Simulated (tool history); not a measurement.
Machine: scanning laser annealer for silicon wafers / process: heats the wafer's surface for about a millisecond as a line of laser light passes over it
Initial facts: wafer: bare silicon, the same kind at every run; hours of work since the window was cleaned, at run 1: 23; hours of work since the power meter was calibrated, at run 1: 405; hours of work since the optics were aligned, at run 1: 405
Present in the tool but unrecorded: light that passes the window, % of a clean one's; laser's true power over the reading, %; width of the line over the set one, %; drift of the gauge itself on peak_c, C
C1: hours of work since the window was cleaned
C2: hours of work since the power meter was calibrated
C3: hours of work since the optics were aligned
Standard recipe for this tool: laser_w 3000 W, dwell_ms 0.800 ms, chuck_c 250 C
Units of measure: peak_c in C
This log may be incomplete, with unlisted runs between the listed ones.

run 1 hour=0.0 | laser_w=3000 dwell_ms=0.800 chuck_c=250 | C1=23 C2=405 C3=405 | peak_c=1013
run 2 hour=8.4 | laser_w=3000 dwell_ms=0.800 chuck_c=250 | C1=30 C2=412 C3=412 | peak_c=1011
run 3 hour=20.0 | laser_w=3000 dwell_ms=0.800 chuck_c=250 | C1=39 C2=421 C3=421 | peak_c=1011
run 4 hour=32.2 | laser_w=3000 dwell_ms=0.800 chuck_c=250 | C1=49 C2=430 C3=430 | peak_c=1016
run 5 hour=41.8 | laser_w=3000 dwell_ms=0.800 chuck_c=250 | C1=56 C2=438 C3=438 | peak_c=1009
run 6 hour=49.9 | laser_w=3000 dwell_ms=0.800 chuck_c=250 | C1=63 C2=444 C3=444 | peak_c=1009
run 7 hour=65.6 | laser_w=3000 dwell_ms=0.800 chuck_c=250 | C1=75 C2=456 C3=456 | peak_c=1011
run 8 hour=79.1 | laser_w=2783 dwell_ms=0.800 chuck_c=250 | C1=86 C2=467 C3=467 | peak_c=949
run 9 hour=88.8 | laser_w=3000 dwell_ms=0.800 chuck_c=250 | C1=93 C2=475 C3=475 | peak_c=1011
run 10 hour=98.3 | laser_w=3000 dwell_ms=0.800 chuck_c=215 | C1=101 C2=482 C3=482 | peak_c=974
run 11 hour=116.9 | laser_w=3000 dwell_ms=0.800 chuck_c=215 | C1=115 C2=497 C3=497 | peak_c=977
-- hour=120.8 laser's power meter calibrated
run 12 hour=134.2 | laser_w=3000 dwell_ms=0.800 chuck_c=250 | C1=127 C2=11 C3=508 | peak_c=1012
run 13 hour=144.3 | laser_w=3000 dwell_ms=0.800 chuck_c=250 | C1=134 C2=18 C3=516 | peak_c=1009
run 14 hour=162.2 | laser_w=3000 dwell_ms=0.800 chuck_c=250 | C1=149 C2=33 C3=530 | peak_c=1011
-- hour=173.7 laser's power meter calibrated, once more
run 15 hour=180.8 | laser_w=3000 dwell_ms=0.800 chuck_c=250 | C1=161 C2=6 C3=542 | peak_c=1004
run 16 hour=196.4 | laser_w=3000 dwell_ms=0.800 chuck_c=250 | C1=173 C2=18 C3=555 | peak_c=1005
run 17 hour=212.0 | laser_w=3000 dwell_ms=0.852 chuck_c=250 | C1=185 C2=30 C3=567 | peak_c=1033
run 18 hour=221.6 | laser_w=3125 dwell_ms=0.639 chuck_c=234 | C1=193 C2=38 C3=574 | peak_c=931
run 19 hour=229.4 | laser_w=2865 dwell_ms=0.611 chuck_c=250 | C1=199 C2=44 C3=581 | peak_c=868
run 20 hour=241.0 | laser_w=2766 dwell_ms=0.770 chuck_c=250 | C1=208 C2=53 C3=590 | peak_c=924
run 21 hour=252.1 | laser_w=2766 dwell_ms=0.770 chuck_c=250 | C1=217 C2=62 C3=598 | peak_c=923
run 22 hour=266.0 | laser_w=2766 dwell_ms=0.770 chuck_c=250 | C1=228 C2=73 C3=609 | peak_c=921
run 23 hour=277.1 | laser_w=2929 dwell_ms=0.770 chuck_c=221 | C1=236 C2=81 C3=618 | peak_c=938
run 24 hour=288.7 | laser_w=2566 dwell_ms=0.940 chuck_c=259 | C1=246 C2=90 C3=627 | peak_c=949
run 25 hour=305.0 | laser_w=2787 dwell_ms=0.975 chuck_c=259 | C1=258 C2=103 C3=640 | peak_c=1029
run 26 hour=318.5 | laser_w=3096 dwell_ms=0.742 chuck_c=219 | C1=269 C2=114 C3=651 | peak_c=964
run 27 hour=337.5 | laser_w=3284 dwell_ms=0.742 chuck_c=271 | C1=284 C2=129 C3=665 | peak_c=1070
run 28 hour=353.0 | laser_w=3208 dwell_ms=0.562 chuck_c=241 | C1=296 C2=141 C3=678 | peak_c=910
run 29 hour=365.5 | laser_w=2823 dwell_ms=0.800 chuck_c=212 | C1=306 C2=151 C3=687 | peak_c=912
run 30 hour=383.7 | laser_w=2778 dwell_ms=0.683 chuck_c=287 | C1=320 C2=165 C3=702 | peak_c=915

Branching from run 30: 5 alternative next runs. What would each branch give?
run A hour=395.8 | laser_w=3000 dwell_ms=0.735 chuck_c=281 | C1=330 C2=174 C3=711 | peak_c=?
run B hour=395.8 | laser_w=3144 dwell_ms=0.800 chuck_c=248 | C1=330 C2=174 C3=711 | peak_c=?
run C hour=395.8 | laser_w=2854 dwell_ms=0.594 chuck_c=250 | C1=330 C2=174 C3=711 | peak_c=?
run D hour=395.8 | laser_w=2667 dwell_ms=0.800 chuck_c=250 | C1=330 C2=174 C3=711 | peak_c=?
run E hour=395.8 | laser_w=2855 dwell_ms=0.632 chuck_c=227 | C1=330 C2=174 C3=711 | peak_c=?

run=A peak_c=993
run=B peak_c=1037
run=C peak_c=851
run=D peak_c=903
run=E peak_c=847
Take away the tool's hidden state, keep each run's random variation, and the runs would have read:
run=A peak_c=1010
run=B peak_c=1055
run=C peak_c=865
run=D peak_c=919
run=E peak_c=862
